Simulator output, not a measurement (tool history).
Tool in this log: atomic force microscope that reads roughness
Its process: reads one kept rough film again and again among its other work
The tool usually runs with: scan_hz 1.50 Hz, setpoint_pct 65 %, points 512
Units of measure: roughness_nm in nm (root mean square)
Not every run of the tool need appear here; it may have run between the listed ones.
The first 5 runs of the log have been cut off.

| run | hour | scan_hz | setpoint_pct | points | roughness_nm |
|---|---|---|---|---|---|
| 6 | 250.7 | 1.50 | 65 | 619 | 3.376 |
|  | 259.3 | new tip fitted |
| 7 | 297.2 | 1.50 | 65 | 619 | 3.404 |
|  | 310.1 | new tip fitted |
| 8 | 349.6 | 1.50 | 65 | 619 | 3.431 |
|  | 361.2 | new tip fitted |
| 9 | 409.8 | 1.50 | 74 | 512 | 3.087 |
|  | 415.2 | new tip fitted |
| 10 | 447.1 | 1.50 | 74 | 512 | 3.477 |
|  | 467.4 | new tip fitted |
| 11 | 488.5 | 1.50 | 65 | 512 | 3.983 |
|  | 521.3 | new tip fitted |
| 12 | 538.0 | 1.50 | 65 | 512 | 3.995 |
|  | 573.6 | new tip fitted |
| 13 | 590.6 | 1.50 | 86 | 512 | 3.572 |
|  | 626.9 | new tip fitted |
| 14 | 640.4 | 2.90 | 65 | 512 | 3.973 |
|  | 679.5 | new tip fitted |
|  | 700.0 | height scale calibrated on a step standard |
| 15 | 700.6 | 2.90 | 65 | 512 | 3.732 |
|  | 732.5 | new tip fitted |
| 16 | 755.2 | 2.90 | 65 | 512 | 3.618 |
|  | 782.1 | new tip fitted |
| 17 | 798.9 | 2.90 | 65 | 512 | 3.860 |
|  | 835.9 | new tip fitted |
| 18 | 849.3 | 1.37 | 65 | 537 | 4.106 |
| 19 | 882.6 | 0.63 | 84 | 354 | 3.195 |
|  | 889.5 | height scale calibrated on a step standard, once more |
|  | 890.0 | new tip fitted |
| 20 | 914.5 | 1.50 | 78 | 476 | 3.602 |
|  | 940.2 | new tip fitted |
| 21 | 957.4 | 1.44 | 58 | 390 | 4.199 |
|  | 990.2 | new tip fitted |
| 22 | 990.3 | 1.44 | 58 | 390 | 4.768 |
| 23 | 1038.6 | 1.50 | 83 | 331 | 3.057 |
|  | 1044.5 | new tip fitted |
| 24 | 1073.8 | 1.86 | 81 | 364 | 3.330 |
|  | 1095.3 | new tip fitted |
| 25 | 1107.8 | 1.86 | 81 | 364 | 3.834 |
|  | 1146.5 | new tip fitted |
| 26 | 1146.5 | 1.86 | 81 | 364 | 4.290 |
| 27 | 1177.1 | 1.86 | 81 | 364 | 3.386 |

Run 28 has not been measured yet. What should we expect?
|  | 1197.7 | new tip fitted |
| 28 | 1228.4 | 1.86 | 75 | 468 | ? |

Logged for run 28: roughness_nm 3.487 nm (root mean square).
On a tool with no hidden condition, and with the same random variation, this run would have come out at roughness_nm 4.503 nm (root mean square).
